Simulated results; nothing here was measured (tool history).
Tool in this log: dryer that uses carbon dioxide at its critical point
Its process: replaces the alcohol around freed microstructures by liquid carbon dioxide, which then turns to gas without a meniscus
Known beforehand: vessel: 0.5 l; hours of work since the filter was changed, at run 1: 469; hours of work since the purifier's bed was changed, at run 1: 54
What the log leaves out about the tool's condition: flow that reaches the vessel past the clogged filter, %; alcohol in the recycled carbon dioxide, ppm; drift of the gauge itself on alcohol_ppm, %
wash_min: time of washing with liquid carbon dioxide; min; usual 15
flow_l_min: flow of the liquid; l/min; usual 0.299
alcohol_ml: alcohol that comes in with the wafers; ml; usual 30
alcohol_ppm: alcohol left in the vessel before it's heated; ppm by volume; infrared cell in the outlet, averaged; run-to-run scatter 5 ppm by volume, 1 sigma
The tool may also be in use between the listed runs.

| run | day | wash_min | flow_l_min | alcohol_ml | hours of work since the filter was changed | hours of work since the purifier's bed was changed | alcohol_ppm |
|---|---|---|---|---|---|---|---|
| 1 | 0 | 15 | 0.299 | 30 | 469 | 54 | 61 |
| 2 | 1.388 | 15 | 0.299 | 30 | 496 | 81 | 55 |
|  | 2.154 | inlet filter changed |
| 3 | 3.225 | 15 | 0.299 | 30 | 20 | 115 | 46 |
| 4 | 4.525 | 9 | 0.299 | 30 | 45 | 140 | 490 |
| 5 | 5.542 | 9 | 0.207 | 30 | 65 | 159 | 2085 |
| 6 | 7.017 | 15 | 0.478 | 30 | 93 | 187 | 37 |
| 7 | 8.633 | 15 | 0.478 | 30 | 124 | 218 | 53 |
| 8 | 10.342 | 15 | 0.478 | 30 | 156 | 251 | 53 |
| 9 | 12.017 | 15 | 0.299 | 30 | 188 | 283 | 87 |
| 10 | 13.25 | 15 | 0.299 | 30 | 212 | 306 | 88 |
| 11 | 15.35 | 15 | 0.299 | 30 | 252 | 346 | 92 |
| 12 | 17.042 | 16 | 0.205 | 30 | 284 | 378 | 280 |
| 13 | 19.138 | 15 | 0.35 | 30 | 324 | 418 | 97 |
| 14 | 21.183 | 17 | 0.274 | 24 | 363 | 457 | 117 |
| 15 | 23.046 | 17 | 0.274 | 24 | 399 | 493 | 117 |
| 16 | 24.204 | 15 | 0.299 | 100 | 421 | 515 | 205 |
| 17 | 26.042 | 15 | 0.299 | 100 | 456 | 550 | 234 |
| 18 | 27.679 | 15 | 0.184 | 113 | 487 | 581 | 2338 |
|  | 28.962 | inlet filter changed |
| 19 | 28.962 | 15 | 0.184 | 113 | 0 | 605 | 1552 |
| 20 | 31.025 | 13 | 0.357 | 52 | 39 | 644 | 157 |
| 21 | 32.192 | 15 | 0.324 | 30 | 62 | 667 | 147 |
| 22 | 33.075 | 19 | 0.185 | 91 | 78 | 684 | 457 |

Below are 3 alternative next runs, each starting from the tool's condition after run 22. Predict each:
| A | 34.771 | 18 | 0.351 | 116 | 111 | 716 | ? |
| B | 34.771 | 15 | 0.187 | 93 | 111 | 716 | ? |
| C | 34.771 | 19 | 0.189 | 91 | 111 | 716 | ? |

| run | alcohol_ppm |
|---|---|
| A | 152 |
| B | 1334 |
| C | 430 |
Take away the tool's hidden state, keep each run's random variation, and the runs would have read:
| run | alcohol_ppm |
|---|---|
| A | 6 |
| B | 1073 |
| C | 250 |
